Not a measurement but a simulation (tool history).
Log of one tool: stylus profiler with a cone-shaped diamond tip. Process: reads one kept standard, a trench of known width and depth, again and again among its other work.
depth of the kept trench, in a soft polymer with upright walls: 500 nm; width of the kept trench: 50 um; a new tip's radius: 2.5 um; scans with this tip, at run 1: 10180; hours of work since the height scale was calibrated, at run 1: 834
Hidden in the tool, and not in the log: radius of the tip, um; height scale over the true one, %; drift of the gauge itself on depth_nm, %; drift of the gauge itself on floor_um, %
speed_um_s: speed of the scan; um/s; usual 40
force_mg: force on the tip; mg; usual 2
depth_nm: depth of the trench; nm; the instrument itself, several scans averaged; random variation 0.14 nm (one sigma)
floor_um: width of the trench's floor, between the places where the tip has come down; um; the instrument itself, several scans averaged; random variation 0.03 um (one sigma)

| run | day | speed_um_s | force_mg | scans with this tip | hours of work since the height scale was calibrated | depth_nm | floor_um |
|---|---|---|---|---|---|---|---|
| 1 | 0 | 40 | 2 | 10180 | 834 | 501.08 | 45.43 |
| 2 | 4.325 | 40 | 2.02 | 10960 | 898 | 500.97 | 45.29 |
| 3 | 6.242 | 40 | 5.07 | 11307 | 926 | 503.36 | 45.37 |
| 4 | 9.679 | 40 | 2 | 11927 | 977 | 500.41 | 45.2 |
|  | 10.012 | height scale calibrated on a step standard |
| 5 | 12.017 | 40 | 2.39 | 12345 | 30 | 499.76 | 45.19 |
| 6 | 15.45 | 40 | 2.39 | 12965 | 80 | 500.16 | 45.2 |
| 7 | 19.671 | 40 | 2.39 | 13727 | 143 | 499.67 | 45.08 |
| 8 | 22.088 | 97 | 2.8 | 14163 | 178 | 500.07 | 44.7 |
|  | 25.142 | height scale calibrated on a step standard, once more |
| 9 | 25.988 | 97 | 2.8 | 14863 | 13 | 503.44 | 44.68 |
| 10 | 28.138 | 97 | 1.09 | 15251 | 44 | 501.58 | 44.36 |
| 11 | 31.375 | 97 | 1.09 | 15836 | 92 | 501.45 | 44.3 |
| 12 | 34.996 | 100 | 1.37 | 16489 | 146 | 501.75 | 44.34 |
| 13 | 38.171 | 100 | 1.37 | 17063 | 193 | 501.47 | 44.23 |

Some steps in depth_nm between neighbouring runs. How much of each would the tool show without its hidden state too (settings, what came in, random variation), and how much is left for the hidden state, with any gauge scatter that isn't in both results?
Run 8 -> 9: height scale calibrated on a step standard, once more. depth_nm +3.37 nm: hidden state +3.38, all else -0.01.
